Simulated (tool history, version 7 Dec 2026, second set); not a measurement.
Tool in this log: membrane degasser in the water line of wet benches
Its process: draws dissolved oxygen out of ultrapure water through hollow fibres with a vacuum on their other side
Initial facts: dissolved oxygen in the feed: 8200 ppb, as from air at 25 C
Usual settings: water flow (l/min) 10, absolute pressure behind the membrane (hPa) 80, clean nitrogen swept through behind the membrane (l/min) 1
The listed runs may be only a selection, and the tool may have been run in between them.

run	hour	water flow (l/min)	absolute pressure behind the membrane (hPa)	clean nitrogen swept through behind the membrane (l/min)	dissolved oxygen in the water behind the degasser (ppb)	pressure that the water loses in the fibres (hPa)
1	0	10	80	1	217.5	291.3
2	64.3	10	80	1	216.8	290.2
3	114.8	10	80	1	218.1	291.7
4	150.2	10	80	1.23	197.7	291.3
5	186.3	10	80	1.23	201.1	291
6	228	10	80	1	223.2	289.4
7	283.8	10	80	2.77	149.1	290.7
8	340.8	10	80	2.77	147.2	293.8
# hour 345.5: vacuum gauge calibrated
9	392.5	15	60.7	2.44	287.2	436.5
10	438.2	11	193.4	0.74	660.9	322.2
11	481.8	11	108.3	0.83	363.8	322.5
# hour 498.8: vacuum gauge calibrated, once more
12	536.6	11	151.1	1	431.8	319.3
13	593.7	11	151.1	1	435.6	320.6

Same runs, no hidden state in the tool, same run-to-run variation:
Hidden state at play: membrane still open, %; true pressure behind the membrane over the reading, kPa; air that leaks in behind the membrane, l/min; drift of the gauge itself on oxygen_ppb, %; drift of the gauge itself on loss_of_pressure_kpa, %.
run	dissolved oxygen in the water behind the degasser (ppb)	pressure that the water loses in the fibres (hPa)
1	210.6	290.7
2	209.7	289.5
3	210.8	290.9
4	191.1	290.5
5	194.2	290.1
6	215.3	288.6
7	144.7	289.8
8	142.7	292.9
9	281.5	435
10	636.7	321.1
11	350.1	321.3
12	416.9	318.1
13	420.3	319.3

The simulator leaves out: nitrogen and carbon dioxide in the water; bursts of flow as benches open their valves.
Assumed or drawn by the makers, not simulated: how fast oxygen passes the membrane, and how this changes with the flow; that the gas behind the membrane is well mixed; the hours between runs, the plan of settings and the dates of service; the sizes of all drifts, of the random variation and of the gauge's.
